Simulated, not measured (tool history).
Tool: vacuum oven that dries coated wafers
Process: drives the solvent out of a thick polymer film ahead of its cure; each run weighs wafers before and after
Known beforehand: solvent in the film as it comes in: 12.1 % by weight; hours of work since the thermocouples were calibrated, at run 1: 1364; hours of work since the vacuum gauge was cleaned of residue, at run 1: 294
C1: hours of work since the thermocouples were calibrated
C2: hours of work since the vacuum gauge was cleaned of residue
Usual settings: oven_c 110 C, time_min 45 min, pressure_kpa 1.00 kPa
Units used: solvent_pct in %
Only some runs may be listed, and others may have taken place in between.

run 1 hour=0.0 | oven_c=110 time_min=45 pressure_kpa=1.00 | C1=1364 C2=294 | solvent_pct=1.065
run 2 hour=28.8 | oven_c=110 time_min=45 pressure_kpa=0.53 | C1=1376 C2=306 | solvent_pct=0.938
run 3 hour=46.2 | oven_c=110 time_min=45 pressure_kpa=0.53 | C1=1383 C2=313 | solvent_pct=0.925
run 4 hour=61.0 | oven_c=110 time_min=45 pressure_kpa=0.53 | C1=1389 C2=319 | solvent_pct=0.929
run 5 hour=82.5 | oven_c=110 time_min=45 pressure_kpa=0.53 | C1=1397 C2=327 | solvent_pct=0.926
-- hour=102.5 oven's thermocouples calibrated
run 6 hour=105.5 | oven_c=110 time_min=45 pressure_kpa=0.53 | C1=1 C2=336 | solvent_pct=0.940
run 7 hour=130.7 | oven_c=110 time_min=45 pressure_kpa=1.73 | C1=11 C2=346 | solvent_pct=1.251
run 8 hour=144.0 | oven_c=110 time_min=45 pressure_kpa=1.00 | C1=17 C2=351 | solvent_pct=1.053
run 9 hour=171.4 | oven_c=110 time_min=36 pressure_kpa=1.00 | C1=28 C2=362 | solvent_pct=1.564
run 10 hour=196.5 | oven_c=110 time_min=36 pressure_kpa=1.00 | C1=38 C2=372 | solvent_pct=1.567

Forecast run 11:
run 11 hour=208.4 | oven_c=110 time_min=36 pressure_kpa=1.00 | C1=42 C2=377 | solvent_pct=?

Run 11 produced solvent_pct 1.571 %.
Take away the tool's hidden state, keep the run-to-run variation as it was, and the same run would have given solvent_pct 1.570 %.
